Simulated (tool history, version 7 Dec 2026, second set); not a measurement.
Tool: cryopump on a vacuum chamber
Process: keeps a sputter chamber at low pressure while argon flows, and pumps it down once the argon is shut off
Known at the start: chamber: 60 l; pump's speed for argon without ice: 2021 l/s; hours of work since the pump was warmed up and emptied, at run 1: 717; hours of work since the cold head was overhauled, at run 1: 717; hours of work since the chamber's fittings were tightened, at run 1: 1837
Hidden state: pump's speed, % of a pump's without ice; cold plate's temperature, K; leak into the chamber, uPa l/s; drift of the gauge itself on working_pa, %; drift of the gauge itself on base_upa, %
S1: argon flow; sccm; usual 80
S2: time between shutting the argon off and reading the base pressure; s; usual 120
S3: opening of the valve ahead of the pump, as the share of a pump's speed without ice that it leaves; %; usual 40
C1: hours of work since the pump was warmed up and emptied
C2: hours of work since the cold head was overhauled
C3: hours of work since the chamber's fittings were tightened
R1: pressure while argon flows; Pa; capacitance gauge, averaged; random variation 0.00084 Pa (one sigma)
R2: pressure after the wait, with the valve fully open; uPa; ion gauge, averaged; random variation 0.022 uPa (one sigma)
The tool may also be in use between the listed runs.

run 1 hour=0.0 | S1=80 S2=120 S3=40 | C1=717 C2=717 C3=1837 | R1=0.1733 R2=0.83
run 2 hour=20.5 | S1=80 S2=120 S3=44 | C1=734 C2=734 C3=1854 | R1=0.1591 R2=0.84
run 3 hour=34.7 | S1=80 S2=73 S3=40 | C1=745 C2=745 C3=1865 | R1=0.1722 R2=1.12
run 4 hour=60.2 | S1=80 S2=73 S3=40 | C1=766 C2=766 C3=1886 | R1=0.1744 R2=1.07
run 5 hour=80.8 | S1=80 S2=73 S3=40 | C1=782 C2=782 C3=1903 | R1=0.1739 R2=1.15
run 6 hour=100.8 | S1=80 S2=27 S3=40 | C1=799 C2=799 C3=1919 | R1=0.1750 R2=2.24
run 7 hour=123.1 | S1=80 S2=175 S3=40 | C1=817 C2=817 C3=1937 | R1=0.1750 R2=0.71
run 8 hour=147.8 | S1=98 S2=133 S3=40 | C1=836 C2=836 C3=1957 | R1=0.2149 R2=0.84
run 9 hour=172.2 | S1=98 S2=133 S3=40 | C1=856 C2=856 C3=1976 | R1=0.2142 R2=0.80
run 10 hour=187.5 | S1=68 S2=120 S3=48 | C1=869 C2=869 C3=1989 | R1=0.1246 R2=0.85
run 11 hour=198.2 | S1=80 S2=120 S3=30 | C1=877 C2=877 C3=1997 | R1=0.2329 R2=0.86
run 12 hour=219.6 | S1=85 S2=120 S3=25 | C1=894 C2=894 C3=2015 | R1=0.2946 R2=0.88

3 ways to go on from here, each from the tool as it stands after run 12. What would each give?
run A hour=240.0 | S1=145 S2=66 S3=29 | C1=911 C2=911 C3=2031 | R1=? R2=?
run B hour=240.0 | S1=80 S2=27 S3=25 | C1=911 C2=911 C3=2031 | R1=? R2=?
run C hour=240.0 | S1=51 S2=144 S3=30 | C1=911 C2=911 C3=2031 | R1=? R2=?

run=A R1=0.4311 R2=1.18
run=B R1=0.2768 R2=2.26
run=C R1=0.1461 R2=0.77
Without the tool's hidden state the same runs would have given:
run=A R1=0.4156 R2=0.89
run=B R1=0.2682 R2=1.97
run=C R1=0.1406 R2=0.48
